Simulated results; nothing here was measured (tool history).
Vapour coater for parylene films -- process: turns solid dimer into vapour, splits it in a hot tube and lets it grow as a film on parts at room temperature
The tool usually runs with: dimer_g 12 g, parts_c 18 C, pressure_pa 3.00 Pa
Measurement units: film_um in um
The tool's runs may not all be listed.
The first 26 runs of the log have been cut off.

{"run": 27, "hour": 373.7, "dimer_g": 6, "parts_c": 28, "pressure_pa": 9.74, "film_um": 0.57}
{"run": 28, "hour": 386.3, "dimer_g": 8, "parts_c": 28, "pressure_pa": 4.97, "film_um": 0.9}
{"run": 29, "hour": 402.6, "dimer_g": 9, "parts_c": 26, "pressure_pa": 3.0, "film_um": 1.16}
{"run": 30, "hour": 418.3, "dimer_g": 7, "parts_c": 18, "pressure_pa": 3.0, "film_um": 1.31}
{"run": 31, "hour": 426.7, "dimer_g": 7, "parts_c": 18, "pressure_pa": 3.0, "film_um": 1.3}
{"run": 32, "hour": 446.0, "dimer_g": 12, "parts_c": 15, "pressure_pa": 4.83, "film_um": 2.44}
{"run": 33, "hour": 455.9, "dimer_g": 8, "parts_c": 18, "pressure_pa": 3.0, "film_um": 1.48}
{"run": 34, "hour": 465.6, "dimer_g": 8, "parts_c": 13, "pressure_pa": 7.73, "film_um": 1.62}
{"run": 35, "hour": 482.4, "dimer_g": 10, "parts_c": 28, "pressure_pa": 3.0, "film_um": 1.15}
{"run": 36, "hour": 492.0, "dimer_g": 11, "parts_c": 14, "pressure_pa": 5.97, "film_um": 2.2}
{"run": 37, "hour": 506.0, "dimer_g": 11, "parts_c": 14, "pressure_pa": 5.97, "film_um": 2.24}
{"run": 38, "hour": 518.5, "dimer_g": 21, "parts_c": 20, "pressure_pa": 8.29, "film_um": 3.11}
{"run": 39, "hour": 528.9, "dimer_g": 10, "parts_c": 23, "pressure_pa": 2.67, "film_um": 1.53}
{"run": 40, "hour": 546.8, "dimer_g": 12, "parts_c": 29, "pressure_pa": 3.42, "film_um": 1.32}
{"run": 41, "hour": 562.7, "dimer_g": 10, "parts_c": 22, "pressure_pa": 9.56, "film_um": 1.3}
{"run": 42, "hour": 577.6, "dimer_g": 21, "parts_c": 15, "pressure_pa": 2.46, "film_um": 4.66}
{"run": 43, "hour": 595.4, "dimer_g": 21, "parts_c": 15, "pressure_pa": 2.46, "film_um": 4.66}
{"run": 44, "hour": 605.7, "dimer_g": 14, "parts_c": 15, "pressure_pa": 2.46, "film_um": 3.06}
{"run": 45, "hour": 623.7, "dimer_g": 14, "parts_c": 12, "pressure_pa": 2.39, "film_um": 3.58}
{"run": 46, "hour": 643.0, "dimer_g": 14, "parts_c": 12, "pressure_pa": 2.39, "film_um": 3.58}

Below are 3 alternative next runs, each starting from the tool's condition after run 46. Predict each:
{"run": "A", "hour": 655.2, "dimer_g": 7, "parts_c": 12, "pressure_pa": 2.72, "film_um": "?"}
{"run": "B", "hour": 655.2, "dimer_g": 8, "parts_c": 18, "pressure_pa": 3.0, "film_um": "?"}
{"run": "C", "hour": 655.2, "dimer_g": 14, "parts_c": 25, "pressure_pa": 2.39, "film_um": "?"}

run=A film_um=1.73
run=B film_um=1.48
run=C film_um=1.96
With the hidden condition removed and each run's random variation left untouched, the same runs would have given:
run=A film_um=1.74
run=B film_um=1.48
run=C film_um=1.96
